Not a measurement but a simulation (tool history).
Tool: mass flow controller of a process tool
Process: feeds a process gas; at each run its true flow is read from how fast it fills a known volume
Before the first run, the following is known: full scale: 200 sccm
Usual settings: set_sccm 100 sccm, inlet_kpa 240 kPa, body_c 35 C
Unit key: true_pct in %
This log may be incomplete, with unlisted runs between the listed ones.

run,hour,set_sccm,inlet_kpa,body_c,true_pct
1,0.0,100,240,35,99.44
2,291.4,100,240,35,99.40
3,549.5,100,240,35,99.31
4,896.6,100,240,27,98.96
5,1196.4,100,240,35,99.19
6,1506.7,100,182,35,98.74
7,1694.3,100,182,35,98.76
8,1869.2,100,182,35,98.77
9,2062.1,100,182,35,98.72
10,2335.1,100,182,35,98.63
11,2663.7,100,240,35,98.96
12,2832.7,100,240,38,99.09
# hour 2918.6: controller's zero set anew
13,3108.5,100,240,38,101.10
14,3341.5,100,240,38,101.05
15,3615.6,100,240,35,100.86
16,3972.7,100,201,35,100.50
17,4264.4,100,235,35,100.78
18,4587.5,100,168,35,100.17
19,4849.1,100,168,35,100.10
20,5120.7,100,168,35,100.06
21,5376.1,100,168,35,99.96
22,5678.4,100,240,35,100.47
23,5873.3,100,240,35,100.40
24,6107.4,100,240,35,100.41
25,6386.5,139,240,35,101.10
26,6762.3,139,240,35,101.04
27,6936.1,53,170,24,97.46
28,7287.9,53,170,24,97.45
29,7652.6,53,170,24,97.26
30,7983.1,75,222,21,98.56
31,8213.2,41,144,21,95.55
32,8581.5,100,240,31,99.83
# hour 8817.9: controller's zero set anew
33,8891.7,100,240,31,101.56
34,9194.6,100,240,31,101.56
35,9471.4,45,213,32,100.56
36,9677.9,75,145,27,100.25
37,9875.2,75,145,27,100.11
38,10071.2,75,145,40,100.82
39,10396.7,75,145,23,99.84
40,10603.2,75,145,23,99.86
41,10769.2,100,202,28,100.97
42,11016.2,47,166,32,99.52
43,11352.0,27,245,27,98.04
44,11571.7,182,207,35,102.49
45,11754.7,182,178,31,101.98
46,12025.5,100,240,29,101.04
47,12278.9,53,240,39,100.01
48,12518.6,121,240,21,100.99
49,12853.3,100,202,37,101.01

For each run, the measured value with the value that run would have given without the tool's hidden condition subtracted. The run-to-run variation is shared by both, the gauge scatter possibly not:
The tool's hidden condition here consists of: flow at rest that the sensor doesn't see, % of full scale; true flow over the shown one, %; drift of the gauge itself on true_pct, %.
run,true_pct
1,-0.43
2,-0.49
3,-0.55
4,-0.61
5,-0.66
6,-0.72
7,-0.75
8,-0.77
9,-0.80
10,-0.85
11,-0.90
12,-0.93
13,+1.02
14,+0.97
15,+0.93
16,+0.87
17,+0.82
18,+0.77
19,+0.72
20,+0.66
21,+0.62
22,+0.56
23,+0.53
24,+0.49
25,+0.79
26,+0.76
27,-0.83
28,-1.01
29,-1.17
30,-0.37
31,-2.39
32,+0.09
33,+1.95
34,+1.90
35,+1.51
36,+1.70
37,+1.65
38,+1.60
39,+1.51
40,+1.47
41,+1.66
42,+0.74
43,-0.85
44,+1.96
45,+1.95
46,+1.45
47,+0.36
48,+1.59
49,+1.32
